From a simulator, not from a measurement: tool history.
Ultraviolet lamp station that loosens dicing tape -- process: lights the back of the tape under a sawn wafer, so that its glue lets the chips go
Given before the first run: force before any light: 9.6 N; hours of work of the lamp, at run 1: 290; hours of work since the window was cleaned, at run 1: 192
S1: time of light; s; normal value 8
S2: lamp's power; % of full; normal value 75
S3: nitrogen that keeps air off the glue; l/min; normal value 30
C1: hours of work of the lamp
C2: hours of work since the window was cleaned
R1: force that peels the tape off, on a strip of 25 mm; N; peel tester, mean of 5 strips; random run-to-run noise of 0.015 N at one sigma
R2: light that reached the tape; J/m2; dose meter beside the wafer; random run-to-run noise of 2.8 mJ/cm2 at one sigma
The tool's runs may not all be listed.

| run | hour | S1 | S2 | S3 | C1 | C2 | R1 | R2 |
|---|---|---|---|---|---|---|---|---|
| 1 | 0 | 8 | 75 | 30 | 290 | 192 | 1.14 | 3290 |
| 2 | 7.9 | 8 | 90 | 30 | 296 | 198 | 0.77 | 3860 |
| 3 | 25.7 | 8 | 90 | 30 | 310 | 212 | 0.757 | 3850 |
| 4 | 45 | 8 | 90 | 30 | 325 | 227 | 0.785 | 3790 |
| 5 | 55.2 | 8 | 90 | 30 | 333 | 235 | 0.844 | 3760 |
|  | 59 | window cleaned of glue's vapour |
| 6 | 72.3 | 10 | 75 | 30 | 346 | 10 | 0.598 | 4330 |
| 7 | 86.2 | 8 | 75 | 30 | 357 | 21 | 1.01 | 3360 |
| 8 | 94.3 | 8 | 64 | 30 | 363 | 28 | 1.388 | 2910 |
| 9 | 102.5 | 8 | 75 | 30 | 370 | 34 | 1.047 | 3380 |
| 10 | 121.7 | 8 | 75 | 30 | 385 | 49 | 1.101 | 3320 |
| 11 | 130.4 | 7 | 75 | 30 | 391 | 56 | 1.399 | 2880 |
| 12 | 139.2 | 8 | 96 | 30 | 398 | 63 | 0.642 | 4210 |
| 13 | 149.4 | 8 | 96 | 30 | 406 | 71 | 0.634 | 4160 |
| 14 | 167.8 | 8 | 96 | 30 | 421 | 85 | 0.647 | 4140 |
| 15 | 184.2 | 8 | 96 | 30 | 434 | 98 | 0.662 | 4030 |
| 16 | 194.9 | 8 | 96 | 30 | 442 | 106 | 0.692 | 4020 |
| 17 | 207.2 | 8 | 75 | 30 | 452 | 116 | 1.181 | 3140 |
| 18 | 219.8 | 8 | 75 | 30 | 461 | 126 | 1.218 | 3170 |
| 19 | 234.6 | 8 | 75 | 19 | 473 | 137 | 1.45 | 3090 |
| 20 | 247.6 | 8 | 75 | 19 | 483 | 148 | 1.497 | 3060 |
| 21 | 265.1 | 8 | 75 | 19 | 497 | 161 | 1.515 | 3020 |
| 22 | 284.6 | 8 | 75 | 19 | 512 | 177 | 1.625 | 2990 |

Predict the results of run 23:
| 23 | 303.9 | 8 | 75 | 19 | 527 | 192 | ? | ? |

R1: 1.596 N
R2: 2930 J/m2
Were there no unlogged condition in the tool, this run, its random variation unchanged, would have produced R1 0.893 N, R2 3950 J/m2.

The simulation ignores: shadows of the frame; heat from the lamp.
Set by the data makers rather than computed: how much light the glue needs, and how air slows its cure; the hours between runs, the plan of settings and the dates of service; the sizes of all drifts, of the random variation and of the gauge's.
